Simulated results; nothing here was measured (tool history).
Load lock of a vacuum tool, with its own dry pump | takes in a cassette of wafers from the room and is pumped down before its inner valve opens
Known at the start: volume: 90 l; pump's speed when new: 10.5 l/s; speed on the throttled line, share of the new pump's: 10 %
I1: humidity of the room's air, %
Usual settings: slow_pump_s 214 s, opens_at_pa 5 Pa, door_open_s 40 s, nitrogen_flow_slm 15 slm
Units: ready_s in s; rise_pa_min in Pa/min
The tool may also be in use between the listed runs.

run 1 day=0.000 | slow_pump_s=214 opens_at_pa=5 door_open_s=40 nitrogen_flow_slm=15 | I1=43.2 | ready_s=310.5 rise_pa_min=0.012
-- day=3.267 dry pump taken out, an overhauled one fitted
run 2 day=12.596 | slow_pump_s=214 opens_at_pa=5 door_open_s=40 nitrogen_flow_slm=15 | I1=46.3 | ready_s=279.1 rise_pa_min=0.024
run 3 day=22.896 | slow_pump_s=214 opens_at_pa=5 door_open_s=40 nitrogen_flow_slm=15 | I1=46.6 | ready_s=278.8 rise_pa_min=0.022
run 4 day=34.800 | slow_pump_s=214 opens_at_pa=5 door_open_s=40 nitrogen_flow_slm=6 | I1=45.8 | ready_s=278.4 rise_pa_min=0.047
run 5 day=53.525 | slow_pump_s=214 opens_at_pa=5 door_open_s=40 nitrogen_flow_slm=6 | I1=42.3 | ready_s=279.7 rise_pa_min=0.058
run 6 day=75.362 | slow_pump_s=214 opens_at_pa=9 door_open_s=40 nitrogen_flow_slm=15 | I1=49.1 | ready_s=276.4 rise_pa_min=0.074
run 7 day=98.479 | slow_pump_s=214 opens_at_pa=5 door_open_s=40 nitrogen_flow_slm=15 | I1=46.7 | ready_s=282.5 rise_pa_min=0.101
run 8 day=114.779 | slow_pump_s=214 opens_at_pa=5 door_open_s=40 nitrogen_flow_slm=15 | I1=46.5 | ready_s=282.5 rise_pa_min=0.122
run 9 day=127.046 | slow_pump_s=214 opens_at_pa=5 door_open_s=40 nitrogen_flow_slm=15 | I1=43.1 | ready_s=282.7 rise_pa_min=0.137
run 10 day=146.858 | slow_pump_s=214 opens_at_pa=4 door_open_s=40 nitrogen_flow_slm=15 | I1=44.4 | ready_s=286.6 rise_pa_min=0.163
run 11 day=162.050 | slow_pump_s=214 opens_at_pa=4 door_open_s=40 nitrogen_flow_slm=15 | I1=43.5 | ready_s=281.8 rise_pa_min=0.180
run 12 day=182.275 | slow_pump_s=214 opens_at_pa=5 door_open_s=40 nitrogen_flow_slm=15 | I1=48.7 | ready_s=281.9 rise_pa_min=0.216
run 13 day=191.850 | slow_pump_s=214 opens_at_pa=5 door_open_s=47 nitrogen_flow_slm=15 | I1=43.6 | ready_s=285.0 rise_pa_min=0.239
run 14 day=210.367 | slow_pump_s=214 opens_at_pa=5 door_open_s=47 nitrogen_flow_slm=15 | I1=46.5 | ready_s=282.5 rise_pa_min=0.263
run 15 day=220.558 | slow_pump_s=214 opens_at_pa=5 door_open_s=47 nitrogen_flow_slm=15 | I1=38.9 | ready_s=286.2 rise_pa_min=0.283
run 16 day=243.100 | slow_pump_s=214 opens_at_pa=5 door_open_s=47 nitrogen_flow_slm=15 | I1=46.8 | ready_s=286.3 rise_pa_min=0.335
run 17 day=260.021 | slow_pump_s=282 opens_at_pa=6 door_open_s=45 nitrogen_flow_slm=43 | I1=45.4 | ready_s=345.8 rise_pa_min=0.353
run 18 day=269.733 | slow_pump_s=282 opens_at_pa=6 door_open_s=45 nitrogen_flow_slm=43 | I1=47.8 | ready_s=345.7 rise_pa_min=0.379
run 19 day=284.850 | slow_pump_s=249 opens_at_pa=6 door_open_s=45 nitrogen_flow_slm=43 | I1=39.6 | ready_s=315.5 rise_pa_min=0.411
run 20 day=305.796 | slow_pump_s=149 opens_at_pa=9 door_open_s=204 nitrogen_flow_slm=5 | I1=44.9 | ready_s=221.6 rise_pa_min=0.486
run 21 day=326.592 | slow_pump_s=280 opens_at_pa=5 door_open_s=165 nitrogen_flow_slm=11 | I1=41.3 | ready_s=349.1 rise_pa_min=0.514
run 22 day=344.446 | slow_pump_s=214 opens_at_pa=5 door_open_s=40 nitrogen_flow_slm=24 | I1=43.0 | ready_s=289.2 rise_pa_min=0.557
run 23 day=357.783 | slow_pump_s=214 opens_at_pa=5 door_open_s=40 nitrogen_flow_slm=7 | I1=41.5 | ready_s=287.7 rise_pa_min=0.595
run 24 day=373.050 | slow_pump_s=199 opens_at_pa=4 door_open_s=172 nitrogen_flow_slm=5 | I1=44.2 | ready_s=278.4 rise_pa_min=0.682
-- day=374.942 door's seal changed, seat wiped
run 25 day=386.292 | slow_pump_s=199 opens_at_pa=7 door_open_s=172 nitrogen_flow_slm=5 | I1=44.6 | ready_s=270.0 rise_pa_min=0.056
run 26 day=409.300 | slow_pump_s=214 opens_at_pa=5 door_open_s=26 nitrogen_flow_slm=15 | I1=45.6 | ready_s=287.5 rise_pa_min=0.032
run 27 day=420.888 | slow_pump_s=315 opens_at_pa=9 door_open_s=119 nitrogen_flow_slm=8 | I1=40.0 | ready_s=373.4 rise_pa_min=0.055
run 28 day=437.188 | slow_pump_s=413 opens_at_pa=5 door_open_s=234 nitrogen_flow_slm=15 | I1=47.7 | ready_s=467.8 rise_pa_min=0.079
run 29 day=458.621 | slow_pump_s=413 opens_at_pa=9 door_open_s=181 nitrogen_flow_slm=36 | I1=46.5 | ready_s=459.3 rise_pa_min=0.077
run 30 day=474.121 | slow_pump_s=420 opens_at_pa=5 door_open_s=40 nitrogen_flow_slm=15 | I1=42.7 | ready_s=479.7 rise_pa_min=0.094
run 31 day=496.133 | slow_pump_s=420 opens_at_pa=5 door_open_s=40 nitrogen_flow_slm=15 | I1=39.0 | ready_s=474.8 rise_pa_min=0.126

3 ways to go on from here, each from the tool as it stands after run 31. What would each give?
run A day=518.075 | slow_pump_s=250 opens_at_pa=5 door_open_s=40 nitrogen_flow_slm=9 | I1=42.8 | ready_s=? rise_pa_min=?
run B day=518.075 | slow_pump_s=214 opens_at_pa=5 door_open_s=25 nitrogen_flow_slm=15 | I1=44.1 | ready_s=? rise_pa_min=?
run C day=518.075 | slow_pump_s=282 opens_at_pa=4 door_open_s=48 nitrogen_flow_slm=15 | I1=43.9 | ready_s=? rise_pa_min=?

run=A ready_s=324.2 rise_pa_min=0.151
run=B ready_s=291.2 rise_pa_min=0.145
run=C ready_s=354.7 rise_pa_min=0.152
Without the tool's hidden state the same runs would have given:
run=A ready_s=311.3 rise_pa_min=0.016
run=B ready_s=277.7 rise_pa_min=0.011
run=C ready_s=342.0 rise_pa_min=0.018
